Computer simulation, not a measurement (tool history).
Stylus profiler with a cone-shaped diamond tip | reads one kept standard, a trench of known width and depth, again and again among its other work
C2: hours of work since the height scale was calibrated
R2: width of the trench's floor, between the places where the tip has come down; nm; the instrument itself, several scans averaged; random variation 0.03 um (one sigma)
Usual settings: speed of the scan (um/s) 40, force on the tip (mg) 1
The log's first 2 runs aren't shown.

run 3 hour=47.6 | speed_of_the_scan_(um/s)=40 force_on_the_tip_(mg)=1 | scans_with_this_tip=7353 C2=790 | depth_of_the_trench_(Å)=2007.4 R2=45680
run 4 hour=70.8 | speed_of_the_scan_(um/s)=40 force_on_the_tip_(mg)=1 | scans_with_this_tip=7463 C2=802 | depth_of_the_trench_(Å)=2007.9 R2=45640
run 5 hour=97.2 | speed_of_the_scan_(um/s)=40 force_on_the_tip_(mg)=1 | scans_with_this_tip=7588 C2=816 | depth_of_the_trench_(Å)=2008.5 R2=45650
run 6 hour=128.1 | speed_of_the_scan_(um/s)=40 force_on_the_tip_(mg)=1 | scans_with_this_tip=7734 C2=831 | depth_of_the_trench_(Å)=2008.6 R2=45610
run 7 hour=157.1 | speed_of_the_scan_(um/s)=40 force_on_the_tip_(mg)=1 | scans_with_this_tip=7872 C2=846 | depth_of_the_trench_(Å)=2008.1 R2=45580
run 8 hour=171 | speed_of_the_scan_(um/s)=72 force_on_the_tip_(mg)=1 | scans_with_this_tip=7938 C2=853 | depth_of_the_trench_(Å)=2008.5 R2=45380
run 9 hour=193.6 | speed_of_the_scan_(um/s)=72 force_on_the_tip_(mg)=1 | scans_with_this_tip=8045 C2=865 | depth_of_the_trench_(Å)=2007.9 R2=45380
run 10 hour=211.2 | speed_of_the_scan_(um/s)=11 force_on_the_tip_(mg)=1 | scans_with_this_tip=8128 C2=874 | depth_of_the_trench_(Å)=2008.2 R2=45760
run 11 hour=236.3 | speed_of_the_scan_(um/s)=11 force_on_the_tip_(mg)=1 | scans_with_this_tip=8247 C2=886 | depth_of_the_trench_(Å)=2008.6 R2=45750
run 12 hour=260.2 | speed_of_the_scan_(um/s)=11 force_on_the_tip_(mg)=1 | scans_with_this_tip=8361 C2=899 | depth_of_the_trench_(Å)=2008.1 R2=45770
run 13 hour=285.1 | speed_of_the_scan_(um/s)=11 force_on_the_tip_(mg)=1 | scans_with_this_tip=8478 C2=911 | depth_of_the_trench_(Å)=2007.7 R2=45750
run 14 hour=314.6 | speed_of_the_scan_(um/s)=40 force_on_the_tip_(mg)=1.44 | scans_with_this_tip=8618 C2=926 | depth_of_the_trench_(Å)=2010.1 R2=45510
run 15 hour=328.5 | speed_of_the_scan_(um/s)=40 force_on_the_tip_(mg)=0.81 | scans_with_this_tip=8684 C2=933 | depth_of_the_trench_(Å)=2007.3 R2=45420
run 16 hour=349.4 | speed_of_the_scan_(um/s)=40 force_on_the_tip_(mg)=0.81 | scans_with_this_tip=8783 C2=944 | depth_of_the_trench_(Å)=2006.9 R2=45420
run 17 hour=370 | speed_of_the_scan_(um/s)=40 force_on_the_tip_(mg)=0.81 | scans_with_this_tip=8881 C2=955 | depth_of_the_trench_(Å)=2006.9 R2=45450
run 18 hour=395 | speed_of_the_scan_(um/s)=40 force_on_the_tip_(mg)=1.17 | scans_with_this_tip=8999 C2=967 | depth_of_the_trench_(Å)=2009.3 R2=45450
-- hour=425.4 new tip fitted, height scale calibrated
run 19 hour=427.5 | speed_of_the_scan_(um/s)=40 force_on_the_tip_(mg)=2.81 | scans_with_this_tip=9 C2=1 | depth_of_the_trench_(Å)=2020.4 R2=46950
run 20 hour=440.3 | speed_of_the_scan_(um/s)=40 force_on_the_tip_(mg)=2.81 | scans_with_this_tip=70 C2=8 | depth_of_the_trench_(Å)=2019.8 R2=46950
run 21 hour=453.3 | speed_of_the_scan_(um/s)=40 force_on_the_tip_(mg)=2.81 | scans_with_this_tip=132 C2=14 | depth_of_the_trench_(Å)=2019.7 R2=46960
run 22 hour=477.7 | speed_of_the_scan_(um/s)=72 force_on_the_tip_(mg)=1.5 | scans_with_this_tip=247 C2=27 | depth_of_the_trench_(Å)=2013.5 R2=46710
run 23 hour=505.6 | speed_of_the_scan_(um/s)=21 force_on_the_tip_(mg)=1.36 | scans_with_this_tip=380 C2=41 | depth_of_the_trench_(Å)=2011.9 R2=46960
run 24 hour=524.4 | speed_of_the_scan_(um/s)=72 force_on_the_tip_(mg)=1 | scans_with_this_tip=469 C2=50 | depth_of_the_trench_(Å)=2010.6 R2=46560
run 25 hour=542.9 | speed_of_the_scan_(um/s)=72 force_on_the_tip_(mg)=1 | scans_with_this_tip=557 C2=60 | depth_of_the_trench_(Å)=2010.3 R2=46520
run 26 hour=572 | speed_of_the_scan_(um/s)=72 force_on_the_tip_(mg)=1 | scans_with_this_tip=694 C2=75 | depth_of_the_trench_(Å)=2009.6 R2=46580

Run 27 comes next. What will it give?
-- hour=574 height scale calibrated on a step standard
run 27 hour=596.4 | speed_of_the_scan_(um/s)=31 force_on_the_tip_(mg)=2.23 | scans_with_this_tip=808 C2=11 | depth_of_the_trench_(Å)=? R2=?

{"run 27": {"depth of the trench (Å)": 2016.9, "R2": 46890}}
Without the tool's hidden state the same run would have given depth of the trench (Å) 2016.3, R2 47100 nm.
